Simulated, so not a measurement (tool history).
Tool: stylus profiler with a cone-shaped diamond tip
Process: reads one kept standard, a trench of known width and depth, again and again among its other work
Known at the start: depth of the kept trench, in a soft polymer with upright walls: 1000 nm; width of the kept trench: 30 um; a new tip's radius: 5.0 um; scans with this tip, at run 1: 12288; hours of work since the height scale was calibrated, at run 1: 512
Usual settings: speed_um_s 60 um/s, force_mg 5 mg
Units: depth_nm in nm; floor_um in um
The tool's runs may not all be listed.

run,hour,speed_um_s,force_mg,scans with this tip,hours of work since the height scale was calibrated,depth_nm,floor_um
1,0,60,5,12288,512,1022.06,23.71
2,70.8,60,5,12519,564,1021.47,23.71
3,110.6,102,5,12649,592,1021.76,23.54
4,165,102,5,12825,632,1021.84,23.54
5,263.6,102,5,13146,703,1022.03,23.56
6,313.4,102,5,13309,739,1021.8,23.51
7,391.8,102,5,13564,796,1021.71,23.54
8,461.3,102,5,13790,846,1021.92,23.53
9,538.9,15,5,14043,902,1021.81,23.92
10,592.6,60,5,14218,941,1021.82,23.67
11,646.5,60,5,14393,980,1021.88,23.71
12,688.5,89,5,14530,1010,1022.21,23.58
13,783,89,5,14837,1079,1021.72,23.64
14,862.3,89,5,15096,1136,1022.1,23.63
15,956.6,89,9.04,15402,1204,1032.44,23.69
16,1046,208,3.75,15694,1269,1018.32,22.96
17,1097.9,208,3.75,15862,1307,1017.83,22.93
18,1165.1,208,2.02,16081,1355,1011.73,22.62
19,1245.7,108,2.02,16344,1414,1012,23.23
20,1295,17,7.63,16504,1449,1029.34,23.95
21,1355.6,192,2.4,16701,1493,1012.89,22.77
22,1426.8,109,9.56,16933,1545,1033.71,23.68
23,1470.6,109,9.56,17076,1576,1034.23,23.66
24,1513.4,226,1.85,17215,1607,1011.31,22.42
25,1602.4,35,8.01,17505,1672,1030.21,23.84
26,1642.8,104,12.03,17636,1701,1039.28,23.67
27,1737.6,17,1.81,17945,1769,1010.87,23.88
28,1804.4,18,1.81,18162,1818,1010.81,23.86
29,1896.3,22,4.48,18462,1884,1020.69,23.86

Hidden state or all else? Some run-to-run changes of floor_um, split into what the settings, what came in and random variation would give without the hidden state, and what is left for the hidden state (with any gauge scatter that isn't in both results):
The hidden state here: radius of the tip, um; height scale over the true one, %; drift of the gauge itself on depth_nm, %; drift of the gauge itself on floor_um, %.
Run 4 -> 5: no setting changed, nothing entered. floor_um +0.02 um: hidden state +0.01, all else +0.01.
Run 8 -> 9: speed_um_s 102 -> 15. floor_um +0.39 um: hidden state -0.01, all else +0.4.
Run 23 -> 24: speed_um_s 109 -> 226, force_mg 9.56 -> 1.85. floor_um -1.24 um: hidden state +0, all else -1.24.
Run 24 -> 25: speed_um_s 226 -> 35, force_mg 1.85 -> 8.01. floor_um +1.42 um: hidden state +0, all else +1.42.
